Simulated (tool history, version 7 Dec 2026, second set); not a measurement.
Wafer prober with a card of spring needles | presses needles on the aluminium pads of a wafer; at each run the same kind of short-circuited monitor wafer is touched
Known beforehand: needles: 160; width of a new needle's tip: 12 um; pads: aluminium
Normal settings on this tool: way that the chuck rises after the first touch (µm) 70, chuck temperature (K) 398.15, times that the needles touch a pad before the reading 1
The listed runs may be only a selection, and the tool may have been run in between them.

| run | hour | way that the chuck rises after the first touch (µm) | chuck temperature (K) | times that the needles touch a pad before the reading | resistance of one needle with its contact and lead (mohm) | way that a needle slides on the pad (µm) |
|---|---|---|---|---|---|---|
| 1 | 0.0 | 70 | 398.15 | 1 | 286 | 12.85 |
| 2 | 7.5 | 70 | 398.15 | 1 | 291 | 12.79 |
|  | 13.3 | tips cleaned on abrasive film |
| 3 | 17.7 | 70 | 346.15 | 1 | 284 | 12.80 |
|  | 28.6 | tips cleaned on abrasive film |
| 4 | 33.5 | 70 | 346.15 | 1 | 275 | 12.82 |
|  | 44.7 | tips cleaned on abrasive film |
| 5 | 46.9 | 70 | 398.15 | 1 | 282 | 12.80 |
| 6 | 56.6 | 70 | 398.15 | 1 | 290 | 12.85 |
|  | 60.5 | tips cleaned on abrasive film |
| 7 | 64.0 | 70 | 398.15 | 1 | 282 | 12.79 |
|  | 72.2 | tips cleaned on abrasive film, once more |
| 8 | 80.3 | 70 | 398.15 | 1 | 294 | 12.76 |
|  | 88.1 | tips cleaned on abrasive film |
| 9 | 89.4 | 70 | 398.15 | 1 | 278 | 12.77 |
| 10 | 100.0 | 70 | 398.15 | 1 | 289 | 12.77 |
|  | 104.5 | tips cleaned on abrasive film |
| 11 | 108.7 | 70 | 398.15 | 1 | 293 | 12.75 |
|  | 120.6 | tips cleaned on abrasive film |
| 12 | 126.3 | 70 | 398.15 | 1 | 287 | 12.76 |
| 13 | 135.7 | 70 | 398.15 | 1 | 291 | 12.74 |
|  | 137.0 | tips cleaned on abrasive film |
|  | 149.4 | height of the first contact set anew |
| 14 | 150.5 | 74 | 398.15 | 1 | 291 | 13.60 |
|  | 153.3 | tips cleaned on abrasive film |
| 15 | 164.0 | 74 | 398.15 | 1 | 292 | 13.57 |
|  | 168.8 | tips cleaned on abrasive film |
| 16 | 175.6 | 74 | 398.15 | 1 | 289 | 13.54 |
|  | 185.0 | tips cleaned on abrasive film |
| 17 | 192.1 | 70 | 398.15 | 1 | 291 | 12.83 |
|  | 200.8 | tips cleaned on abrasive film |
| 18 | 207.9 | 70 | 368.15 | 2 | 275 | 12.76 |
|  | 216.3 | tips cleaned on abrasive film |
| 19 | 224.2 | 70 | 368.15 | 2 | 275 | 12.77 |
|  | 232.9 | tips cleaned on abrasive film |
| 20 | 235.8 | 70 | 368.15 | 2 | 274 | 12.78 |
| 21 | 244.6 | 70 | 298.15 | 1 | 268 | 12.76 |
|  | 249.1 | tips cleaned on abrasive film |
| 22 | 252.3 | 52 | 304.15 | 3 | 260 | 9.45 |
| 23 | 263.5 | 53 | 387.15 | 1 | 303 | 9.62 |
|  | 264.9 | tips cleaned on abrasive film |
| 24 | 275.6 | 60 | 305.15 | 1 | 279 | 10.88 |
|  | 280.9 | tips cleaned on abrasive film |
| 25 | 285.3 | 81 | 329.15 | 1 | 269 | 14.74 |
|  | 296.6 | tips cleaned on abrasive film |
| 26 | 299.0 | 70 | 333.15 | 1 | 268 | 12.75 |
|  | 310.9 | height of the first contact set anew |
|  | 313.7 | tips cleaned on abrasive film |
| 27 | 315.1 | 54 | 340.15 | 3 | 265 | 9.89 |
|  | 330.4 | tips cleaned on abrasive film |
| 28 | 332.6 | 85 | 371.15 | 1 | 272 | 15.59 |
|  | 346.3 | tips cleaned on abrasive film |
| 29 | 348.8 | 73 | 331.15 | 3 | 259 | 13.37 |
|  | 362.0 | tips cleaned on abrasive film |
| 30 | 363.1 | 70 | 398.15 | 3 | 279 | 12.73 |
|  | 377.5 | tips cleaned on abrasive film |
| 31 | 379.5 | 67 | 331.15 | 3 | 262 | 12.23 |
| 32 | 392.2 | 70 | 341.15 | 2 | 272 | 12.78 |
|  | 393.6 | tips cleaned on abrasive film |
| 33 | 406.8 | 70 | 341.15 | 2 | 271 | 12.78 |
|  | 409.2 | tips cleaned on abrasive film |
| 34 | 415.6 | 75 | 343.15 | 2 | 269 | 13.67 |

Same runs, no hidden state in the tool, same run-to-run variation:
The tool's hidden condition here consists of: debris on the tips, nm; way that the needles fall short of the set height, um; tips' diameter, um; drift of the gauge itself on contact_mohm, %; drift of the gauge itself on scrub_um, %.
| run | resistance of one needle with its contact and lead (mohm) | way that a needle slides on the pad (µm) |
|---|---|---|
| 1 | 275 | 12.86 |
| 2 | 273 | 12.80 |
| 3 | 260 | 12.81 |
| 4 | 260 | 12.85 |
| 5 | 273 | 12.84 |
| 6 | 272 | 12.90 |
| 7 | 270 | 12.84 |
| 8 | 278 | 12.83 |
| 9 | 272 | 12.85 |
| 10 | 271 | 12.85 |
| 11 | 280 | 12.84 |
| 12 | 272 | 12.87 |
| 13 | 272 | 12.85 |
| 14 | 274 | 13.60 |
| 15 | 275 | 13.58 |
| 16 | 275 | 13.57 |
| 17 | 274 | 12.88 |
| 18 | 265 | 12.82 |
| 19 | 264 | 12.84 |
| 20 | 267 | 12.87 |
| 21 | 246 | 12.84 |
| 22 | 252 | 9.55 |
| 23 | 273 | 9.72 |
| 24 | 252 | 10.98 |
| 25 | 256 | 14.85 |
| 26 | 257 | 12.87 |
| 27 | 260 | 9.91 |
| 28 | 266 | 15.61 |
| 29 | 255 | 13.41 |
| 30 | 276 | 12.78 |
| 31 | 258 | 12.29 |
| 32 | 259 | 12.84 |
| 33 | 258 | 12.86 |
| 34 | 259 | 13.75 |
